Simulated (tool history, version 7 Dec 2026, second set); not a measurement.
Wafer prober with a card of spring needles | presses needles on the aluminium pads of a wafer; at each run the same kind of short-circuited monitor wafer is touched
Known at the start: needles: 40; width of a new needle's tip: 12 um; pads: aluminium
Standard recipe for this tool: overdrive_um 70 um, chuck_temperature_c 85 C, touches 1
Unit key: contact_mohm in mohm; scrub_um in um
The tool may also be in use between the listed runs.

Run 1, hour 0.0: usual settings. Result: contact_mohm 257 mohm, scrub_um 14.81 um.
At hour 5.8: tips cleaned on abrasive film.
Run 2, hour 13.0: usual settings. Result: contact_mohm 264 mohm, scrub_um 14.86 um.
At hour 14.2: tips cleaned on abrasive film.
At hour 17.0: height of the first contact set anew.
At hour 22.4: tips cleaned on abrasive film.
Run 3, hour 25.2: usual settings but overdrive_um 53 um. Result: contact_mohm 259 mohm, scrub_um 11.50 um.
At hour 30.4: tips cleaned on abrasive film.
At hour 39.3: tips cleaned on abrasive film.
Run 4, hour 39.6: usual settings but overdrive_um 53 um. Result: contact_mohm 260 mohm, scrub_um 11.56 um.
At hour 47.4: tips cleaned on abrasive film.
Run 5, hour 49.5: usual settings but overdrive_um 55 um. Result: contact_mohm 259 mohm, scrub_um 11.95 um.
At hour 55.7: tips cleaned on abrasive film.
Run 6, hour 61.4: usual settings but overdrive_um 55 um. Result: contact_mohm 267 mohm, scrub_um 11.93 um.
At hour 63.6: tips cleaned on abrasive film.
At hour 72.5: tips cleaned on abrasive film.
Run 7, hour 74.2: usual settings but overdrive_um 55 um. Result: contact_mohm 260 mohm, scrub_um 11.87 um.
At hour 80.4: tips cleaned on abrasive film.
Run 8, hour 83.9: usual settings but overdrive_um 55 um. Result: contact_mohm 270 mohm, scrub_um 11.97 um.
At hour 88.9: tips cleaned on abrasive film.
At hour 96.8: tips cleaned on abrasive film.
Run 9, hour 96.8: usual settings but overdrive_um 55 um. Result: contact_mohm 256 mohm, scrub_um 11.79 um.
At hour 105.2: tips cleaned on abrasive film.
Run 10, hour 111.8: usual settings but overdrive_um 60 um. Result: contact_mohm 271 mohm, scrub_um 12.94 um.
At hour 113.6: tips cleaned on abrasive film.
At hour 122.1: tips cleaned on abrasive film.
Run 11, hour 126.5: usual settings but overdrive_um 60 um. Result: contact_mohm 267 mohm, scrub_um 12.86 um.
At hour 130.4: tips cleaned on abrasive film.
Run 12, hour 134.4: usual settings but overdrive_um 60 um. Result: contact_mohm 262 mohm, scrub_um 12.83 um.
At hour 138.3: tips cleaned on abrasive film.
At hour 146.9: tips cleaned on abrasive film.
Run 13, hour 148.6: usual settings but overdrive_um 60 um. Result: contact_mohm 262 mohm, scrub_um 12.92 um.
At hour 155.6: tips cleaned on abrasive film.
Run 14, hour 161.0: usual settings but overdrive_um 60 um. Result: contact_mohm 266 mohm, scrub_um 12.87 um.
At hour 164.3: tips cleaned on abrasive film.
Run 15, hour 171.8: usual settings but touches 3. Result: contact_mohm 256 mohm, scrub_um 15.09 um.
At hour 173.1: tips cleaned on abrasive film.
At hour 181.9: tips cleaned on abrasive film.
Run 16, hour 182.0: usual settings but touches 3. Result: contact_mohm 254 mohm, scrub_um 15.03 um.
At hour 190.4: tips cleaned on abrasive film.
Run 17, hour 195.0: usual settings but touches 3. Result: contact_mohm 254 mohm, scrub_um 15.05 um.
At hour 198.8: tips cleaned on abrasive film.
Run 18, hour 203.1: usual settings but overdrive_um 53 um, chuck_temperature_c 26 C, touches 2. Result: contact_mohm 251 mohm, scrub_um 11.29 um.

What will run 19 give?
At hour 207.2: tips cleaned on abrasive film.
At hour 215.4: tips cleaned on abrasive film.
Run 19, hour 218.1: usual settings but overdrive_um 69 um, chuck_temperature_c 33 C, touches 3. Result: contact_mohm ?, scrub_um ?.

contact_mohm: 241 mohm
scrub_um: 14.80 um
Without the tool's hidden state the same run would have given contact_mohm 239 mohm, scrub_um 15.03 um.
